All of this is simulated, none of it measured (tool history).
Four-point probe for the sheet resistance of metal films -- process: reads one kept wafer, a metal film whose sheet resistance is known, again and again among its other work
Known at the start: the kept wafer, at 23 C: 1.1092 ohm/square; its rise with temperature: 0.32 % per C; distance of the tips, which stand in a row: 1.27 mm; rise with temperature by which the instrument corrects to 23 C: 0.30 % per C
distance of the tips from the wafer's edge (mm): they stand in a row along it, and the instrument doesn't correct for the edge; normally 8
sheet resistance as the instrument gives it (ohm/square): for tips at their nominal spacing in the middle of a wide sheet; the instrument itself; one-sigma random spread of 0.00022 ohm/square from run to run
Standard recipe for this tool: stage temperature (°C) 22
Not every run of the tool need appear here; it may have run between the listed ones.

run   hour  stage temperature (°C)  distance of the tips from the wafer's edge (mm)  sheet resistance as the instrument gives it (ohm/square)
  1      0                      22                                                8                                                  1.127748
  2   65.2                      22                                                8                                                  1.127819
  3  136.8                      22                                               33                                                   1.11398
  4  193.4                      22                                               33                                                  1.114058
  5  233.4                      22                                                5                                                  1.150925
  6    282                      22                                                5                                                  1.150898
  7  356.7                      22                                                5                                                  1.151039
  8  387.5                      22                                                5                                                  1.151021
  9  441.4                      25                                                8                                                  1.129141
 10  502.3                      25                                                8                                                  1.129337
 11  533.1                      25                                                8                                                  1.129144
 12  576.8                      25                                                8                                                  1.129439
 13  614.8                      22                                                8                                                  1.129057
 14  671.8                      22                                                8                                                  1.128696
 15  714.2                      34                                                6                                                  1.142226
 16  788.4                      33                                                6                                                  1.141966
 17  828.7                      22                                               18                                                  1.117303
 18  895.9                      32                                               40                                                  1.116591
     899.5  -- stage's thermometer calibrated
 19  967.9                      32                                               40                                                  1.117531

Estimate the outcome of run 20 from the log above:
 20  1031.3                      32                                                9                                                         ?

{"run 20": {"sheet resistance as the instrument gives it (ohm/square)": 1.128551}}
Without the tool's hidden state the same run would have given sheet resistance as the instrument gives it (ohm/square) 1.121917.
